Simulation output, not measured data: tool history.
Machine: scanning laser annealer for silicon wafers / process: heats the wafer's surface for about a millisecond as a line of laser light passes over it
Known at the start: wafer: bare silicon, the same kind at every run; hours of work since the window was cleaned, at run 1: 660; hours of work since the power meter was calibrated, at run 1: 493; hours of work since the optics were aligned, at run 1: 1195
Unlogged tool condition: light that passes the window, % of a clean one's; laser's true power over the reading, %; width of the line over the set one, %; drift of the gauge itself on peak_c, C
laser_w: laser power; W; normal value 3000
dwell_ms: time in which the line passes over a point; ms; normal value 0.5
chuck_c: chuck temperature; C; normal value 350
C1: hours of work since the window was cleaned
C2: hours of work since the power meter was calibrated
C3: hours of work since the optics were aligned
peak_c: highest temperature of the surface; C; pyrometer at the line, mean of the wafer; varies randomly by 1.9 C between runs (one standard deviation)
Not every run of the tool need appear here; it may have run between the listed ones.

run 1 hour=0 | laser_w=3000 dwell_ms=0.5 chuck_c=350 | C1=660 C2=493 C3=1195 | peak_c=1162
run 2 hour=16.7 | laser_w=3000 dwell_ms=0.5 chuck_c=350 | C1=673 C2=506 C3=1208 | peak_c=1161
run 3 hour=24.8 | laser_w=3000 dwell_ms=0.5 chuck_c=350 | C1=679 C2=512 C3=1214 | peak_c=1160
run 4 hour=38 | laser_w=3000 dwell_ms=0.5 chuck_c=350 | C1=690 C2=522 C3=1225 | peak_c=1162
run 5 hour=47.9 | laser_w=3000 dwell_ms=0.5 chuck_c=350 | C1=697 C2=530 C3=1233 | peak_c=1160
run 6 hour=63.6 | laser_w=3000 dwell_ms=0.5 chuck_c=350 | C1=710 C2=542 C3=1245 | peak_c=1164
run 7 hour=81.8 | laser_w=3000 dwell_ms=0.5 chuck_c=350 | C1=724 C2=557 C3=1259 | peak_c=1161
run 8 hour=96.7 | laser_w=2883 dwell_ms=0.5 chuck_c=350 | C1=735 C2=568 C3=1271 | peak_c=1123
run 9 hour=105.8 | laser_w=2781 dwell_ms=0.552 chuck_c=316 | C1=743 C2=575 C3=1278 | peak_c=1098
run 10 hour=116.7 | laser_w=2781 dwell_ms=0.552 chuck_c=342 | C1=751 C2=584 C3=1286 | peak_c=1128
run 11 hour=128.1 | laser_w=3250 dwell_ms=0.462 chuck_c=350 | C1=760 C2=593 C3=1295 | peak_c=1197
run 12 hour=138 | laser_w=3272 dwell_ms=0.467 chuck_c=354 | C1=768 C2=601 C3=1303 | peak_c=1218
run 13 hour=148.8 | laser_w=2862 dwell_ms=0.457 chuck_c=376 | C1=776 C2=609 C3=1311 | peak_c=1105
run 14 hour=158.2 | laser_w=2870 dwell_ms=0.365 chuck_c=343 | C1=784 C2=616 C3=1319 | peak_c=998
run 15 hour=175.4 | laser_w=2777 dwell_ms=0.407 chuck_c=350 | C1=797 C2=630 C3=1332 | peak_c=1013

4 ways to go on from here, each from the tool as it stands after run 15. What would each give?
run A hour=193.2 | laser_w=2777 dwell_ms=0.407 chuck_c=364 | C1=811 C2=644 C3=1346 | peak_c=?
run B hour=193.2 | laser_w=2725 dwell_ms=0.407 chuck_c=350 | C1=811 C2=644 C3=1346 | peak_c=?
run C hour=193.2 | laser_w=3000 dwell_ms=0.431 chuck_c=350 | C1=811 C2=644 C3=1346 | peak_c=?
run D hour=193.2 | laser_w=2869 dwell_ms=0.407 chuck_c=350 | C1=811 C2=644 C3=1346 | peak_c=?

run=A peak_c=1029
run=B peak_c=998
run=C peak_c=1097
run=D peak_c=1038
With the hidden condition removed and each run's random variation left untouched, the same runs would have given:
run=A peak_c=1057
run=B peak_c=1025
run=C peak_c=1128
run=D peak_c=1067

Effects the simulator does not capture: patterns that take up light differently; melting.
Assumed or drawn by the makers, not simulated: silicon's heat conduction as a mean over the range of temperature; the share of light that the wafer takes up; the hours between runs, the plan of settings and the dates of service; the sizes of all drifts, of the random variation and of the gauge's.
